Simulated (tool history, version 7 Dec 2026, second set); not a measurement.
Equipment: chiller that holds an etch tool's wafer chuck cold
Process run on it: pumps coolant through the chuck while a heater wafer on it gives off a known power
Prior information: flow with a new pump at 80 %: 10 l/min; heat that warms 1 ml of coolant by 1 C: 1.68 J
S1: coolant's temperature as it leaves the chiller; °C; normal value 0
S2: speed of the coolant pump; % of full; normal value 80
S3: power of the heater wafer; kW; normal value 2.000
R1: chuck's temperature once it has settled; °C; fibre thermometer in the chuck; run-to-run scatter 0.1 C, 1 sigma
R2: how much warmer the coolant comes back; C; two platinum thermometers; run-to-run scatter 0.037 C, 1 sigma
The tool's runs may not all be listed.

{"run": 1, "hour": 0.0, "S1": 0, "S2": 80, "S3": 2.0, "R1": 26.6, "R2": 8.31}
{"run": 2, "hour": 212.4, "S1": 0, "S2": 90, "S3": 2.0, "R1": 24.3, "R2": 7.23}
{"run": 3, "hour": 434.5, "S1": 0, "S2": 90, "S3": 2.0, "R1": 24.7, "R2": 7.34}
{"run": 4, "hour": 636.6, "S1": 0, "S2": 90, "S3": 2.0, "R1": 24.7, "R2": 7.41}
{"run": 5, "hour": 756.8, "S1": 0, "S2": 90, "S3": 2.0, "R1": 25.0, "R2": 7.42}
{"run": 6, "hour": 955.7, "S1": 0, "S2": 90, "S3": 2.0, "R1": 25.1, "R2": 7.43}
{"run": 7, "hour": 1083.6, "S1": 0, "S2": 90, "S3": 2.0, "R1": 25.2, "R2": 7.41}
{"run": 8, "hour": 1209.2, "S1": 0, "S2": 90, "S3": 2.0, "R1": 21.9, "R2": 7.44}
{"run": 9, "hour": 1429.9, "S1": 0, "S2": 90, "S3": 2.0, "R1": 22.4, "R2": 7.47}
{"run": 10, "hour": 1626.9, "S1": 0, "S2": 90, "S3": 2.0, "R1": 22.4, "R2": 7.54}
{"run": 11, "hour": 1761.4, "S1": 0, "S2": 80, "S3": 1.981, "R1": 24.4, "R2": 8.44}
{"run": 12, "hour": 1988.4, "S1": 0, "S2": 80, "S3": 1.981, "R1": 24.7, "R2": 8.47}
{"run": 13, "hour": 2146.8, "S1": 0, "S2": 80, "S3": 1.981, "R1": 24.9, "R2": 8.55}
{"run": 14, "hour": 2315.3, "S1": 0, "S2": 80, "S3": 1.981, "R1": 24.4, "R2": 8.62}
{"run": 15, "hour": 2423.1, "S1": 0, "S2": 80, "S3": 1.981, "R1": 24.7, "R2": 8.61}
{"run": 16, "hour": 2597.1, "S1": 0, "S2": 80, "S3": 2.0, "R1": 25.0, "R2": 8.78}
{"run": 17, "hour": 2768.6, "S1": 0, "S2": 80, "S3": 2.648, "R1": 33.3, "R2": 11.64}
{"run": 18, "hour": 2903.4, "S1": 0, "S2": 80, "S3": 2.648, "R1": 33.4, "R2": 11.68}
{"run": 19, "hour": 3046.8, "S1": 0, "S2": 60, "S3": 1.421, "R1": 23.0, "R2": 8.65}
{"run": 20, "hour": 3171.3, "S1": 0, "S2": 60, "S3": 1.108, "R1": 18.2, "R2": 6.78}
{"run": 21, "hour": 3379.2, "S1": 0, "S2": 83, "S3": 2.113, "R1": 26.5, "R2": 9.05}
{"run": 22, "hour": 3567.7, "S1": 0, "S2": 83, "S3": 2.113, "R1": 26.6, "R2": 9.09}
{"run": 23, "hour": 3705.1, "S1": -3, "S2": 86, "S3": 2.193, "R1": 24.0, "R2": 9.02}
{"run": 24, "hour": 3893.6, "S1": -8, "S2": 80, "S3": 1.552, "R1": 12.5, "R2": 6.95}
{"run": 25, "hour": 4085.8, "S1": 0, "S2": 62, "S3": 2.0, "R1": 33.0, "R2": 11.95}
{"run": 26, "hour": 4222.8, "S1": -6, "S2": 85, "S3": 1.435, "R1": 12.4, "R2": 6.08}
{"run": 27, "hour": 4445.7, "S1": -4, "S2": 94, "S3": 1.435, "R1": 13.2, "R2": 5.46}
{"run": 28, "hour": 4624.0, "S1": -8, "S2": 91, "S3": 1.345, "R1": 8.6, "R2": 5.34}
{"run": 29, "hour": 4735.1, "S1": -2, "S2": 80, "S3": 1.664, "R1": 20.8, "R2": 7.63}
{"run": 30, "hour": 4892.8, "S1": -8, "S2": 74, "S3": 2.141, "R1": 23.3, "R2": 10.66}
{"run": 31, "hour": 5095.3, "S1": -8, "S2": 74, "S3": 2.141, "R1": 23.6, "R2": 10.79}
{"run": 32, "hour": 5254.8, "S1": -8, "S2": 74, "S3": 2.141, "R1": 23.6, "R2": 10.77}

Missing from the log above: 2 entries noted between runs. For each, name the pair of listed runs it sits between and say how the tool's hidden condition differs from the listed run just before to the listed run just after:
Between runs 7 and 8: coolant changed, channels flushed (hour 1196.0)
  heat passed by the chuck's channels, % of clean ones': 83.6 -> 99.9; flow at a given pump speed, % of a new pump's: 84.5 -> 84.3; coolant's true temperature over the reading, C: 0.46 -> 0.48
  what was measured, less what the result would be without the hidden state, R1: +6.3 -> +3.1 °C; R2: +1.14 -> +1.17 C
Between runs 13 and 14: chiller's thermometer calibrated (hour 2161.0)
  heat passed by the chuck's channels, % of clean ones': 97.7 -> 97.4; flow at a given pump speed, % of a new pump's: 82.6 -> 82.3; coolant's true temperature over the reading, C: 0.63 -> 0.09
  what was measured, less what the result would be without the hidden state, R1: +4.2 -> +3.8 °C; R2: +1.49 -> +1.52 C
